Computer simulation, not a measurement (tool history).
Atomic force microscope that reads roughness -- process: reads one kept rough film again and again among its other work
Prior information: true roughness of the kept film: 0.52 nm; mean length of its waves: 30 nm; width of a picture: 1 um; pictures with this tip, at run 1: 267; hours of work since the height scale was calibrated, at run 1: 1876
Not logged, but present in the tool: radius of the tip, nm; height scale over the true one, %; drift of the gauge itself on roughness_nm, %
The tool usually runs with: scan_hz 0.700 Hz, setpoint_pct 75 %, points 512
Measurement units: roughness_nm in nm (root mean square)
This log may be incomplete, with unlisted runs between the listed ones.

run,day,scan_hz,setpoint_pct,points,pictures with this tip,hours of work since the height scale was calibrated,roughness_nm
1,0.000,0.700,75,512,267,1876,0.478
# day 1.383: new tip fitted
2,1.538,0.700,75,512,8,1902,0.491
3,3.412,0.700,79,512,108,1934,0.480
4,4.817,0.840,75,512,182,1958,0.478
5,7.050,0.840,75,512,301,1995,0.467
# day 7.896: new tip fitted
6,8.483,0.840,75,512,31,2019,0.481
7,11.371,3.994,75,512,185,2068,0.401
# day 13.258: height scale calibrated on a step standard
8,13.258,0.700,75,512,283,0,0.472
# day 14.304: new tip fitted
9,14.588,0.700,75,512,15,22,0.488
10,16.388,0.700,75,512,111,53,0.490
11,17.654,0.700,75,512,178,74,0.482
12,19.067,0.700,75,512,253,98,0.482
# day 20.600: new tip fitted
13,21.575,0.982,75,512,52,140,0.485
# day 21.942: height scale calibrated on a step standard, once more
14,24.488,0.700,80,512,205,43,0.465
15,26.171,0.700,80,512,294,72,0.458
# day 27.075: new tip fitted
16,28.296,0.700,75,512,65,107,0.478
17,30.425,0.700,75,512,178,144,0.476
18,32.875,0.700,75,512,309,185,0.463
# day 33.508: new tip fitted
19,34.808,0.700,75,512,69,218,0.479
20,37.212,0.700,75,512,197,258,0.471
21,38.475,1.096,75,512,264,280,0.448
# day 39.979: new tip fitted
22,40.938,0.700,75,295,51,321,0.480
23,43.625,0.700,75,295,194,367,0.468
24,45.717,0.700,75,512,305,402,0.463
# day 46.321: new tip fitted
25,47.212,0.700,75,512,47,427,0.477
26,49.325,1.031,75,512,160,463,0.463
27,50.871,0.596,61,512,242,489,0.485
# day 52.608: new tip fitted
28,52.638,0.700,61,776,2,519,0.499
29,54.292,1.424,75,988,89,547,0.457
30,56.417,2.526,62,538,202,583,0.455
# day 58.917: new tip fitted
31,59.012,2.526,62,538,5,627,0.473
32,61.708,0.516,78,652,148,673,0.481
33,64.242,0.700,75,851,283,716,0.467
# day 65.262: new tip fitted
34,66.150,0.731,73,479,47,748,0.479
35,67.467,0.731,73,479,117,770,0.473
36,69.704,0.731,73,479,236,808,0.470
37,71.096,0.731,73,479,310,831,0.471
# day 71.771: new tip fitted
38,72.392,0.731,73,479,33,853,0.481
39,74.079,1.198,63,791,123,882,0.484
40,75.779,1.198,63,791,213,911,0.480
# day 78.225: new tip fitted
41,78.729,1.198,63,791,27,960,0.490
42,80.471,3.923,76,391,119,990,0.388
43,81.875,0.700,75,819,194,1014,0.481
44,83.712,1.532,73,819,291,1045,0.446
# day 84.688: new tip fitted
45,84.967,0.645,59,819,15,1066,0.503
46,87.642,0.700,71,421,157,1111,0.482
47,90.000,3.614,75,641,283,1151,0.398

Run 48 has not been measured yet. What should we expect?
# day 91.104: new tip fitted
48,91.342,3.614,75,641,13,1174,?

roughness_nm: 0.408 nm (root mean square)
On a tool with no hidden condition, and with the same random variation, this run would have come out at roughness_nm 0.405 nm (root mean square).
